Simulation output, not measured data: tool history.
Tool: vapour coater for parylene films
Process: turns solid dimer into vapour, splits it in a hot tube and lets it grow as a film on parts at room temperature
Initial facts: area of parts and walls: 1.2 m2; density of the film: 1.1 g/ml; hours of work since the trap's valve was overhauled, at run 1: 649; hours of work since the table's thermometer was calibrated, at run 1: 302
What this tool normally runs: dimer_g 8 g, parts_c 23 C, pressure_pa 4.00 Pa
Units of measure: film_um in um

run	hour	dimer_g	parts_c	pressure_pa	hours of work since the trap's valve was overhauled	hours of work since the table's thermometer was calibrated	film_um
1	0.0	8	23	4.00	649	302	3.91
2	15.3	8	23	4.00	658	312	3.88
3	29.5	8	23	4.00	667	321	3.89
4	45.7	8	23	4.00	677	331	3.87
5	56.1	8	23	8.86	684	338	3.66
# hour 68.1: trap's valve overhauled
6	69.2	8	23	8.86	1	343	3.52
7	78.3	9	23	4.00	6	349	4.14
8	85.6	8	33	4.00	11	354	3.07
9	98.0	8	33	4.00	19	361	3.03
10	111.1	8	33	4.00	27	370	3.06
11	127.3	8	24	4.00	37	380	3.59
12	143.4	8	23	4.00	47	390	3.56
# hour 152.6: trap's valve overhauled, once more
13	156.5	8	16	4.00	2	396	4.89
14	168.5	8	16	6.44	10	403	4.72
15	176.2	8	16	6.44	15	408	4.72
16	184.6	8	16	6.44	20	413	4.77
17	198.0	8	23	4.00	28	422	4.37
18	204.9	8	22	4.00	33	426	4.37
19	212.4	8	22	4.00	38	431	4.38
20	226.0	8	22	4.00	46	439	4.35
21	234.5	8	23	4.00	51	445	4.34
22	245.6	8	23	4.00	58	452	4.34
23	254.9	8	23	4.00	64	457	4.31
24	264.3	8	23	4.00	70	463	4.34
25	278.4	5	27	4.00	79	472	2.46
26	292.4	5	27	4.00	88	481	2.47
27	307.9	5	27	4.00	97	491	2.46
28	316.1	5	27	4.00	103	496	2.44
29	325.3	5	27	4.00	108	502	2.46
30	340.2	5	27	4.00	118	511	2.45
31	350.1	5	32	3.47	124	517	2.26

What will run 32 give?
32	365.4	8	19	4.00	134	527	?

film_um: 4.61 um
With no hidden state in the tool, this same run would have given film_um 4.71 um.

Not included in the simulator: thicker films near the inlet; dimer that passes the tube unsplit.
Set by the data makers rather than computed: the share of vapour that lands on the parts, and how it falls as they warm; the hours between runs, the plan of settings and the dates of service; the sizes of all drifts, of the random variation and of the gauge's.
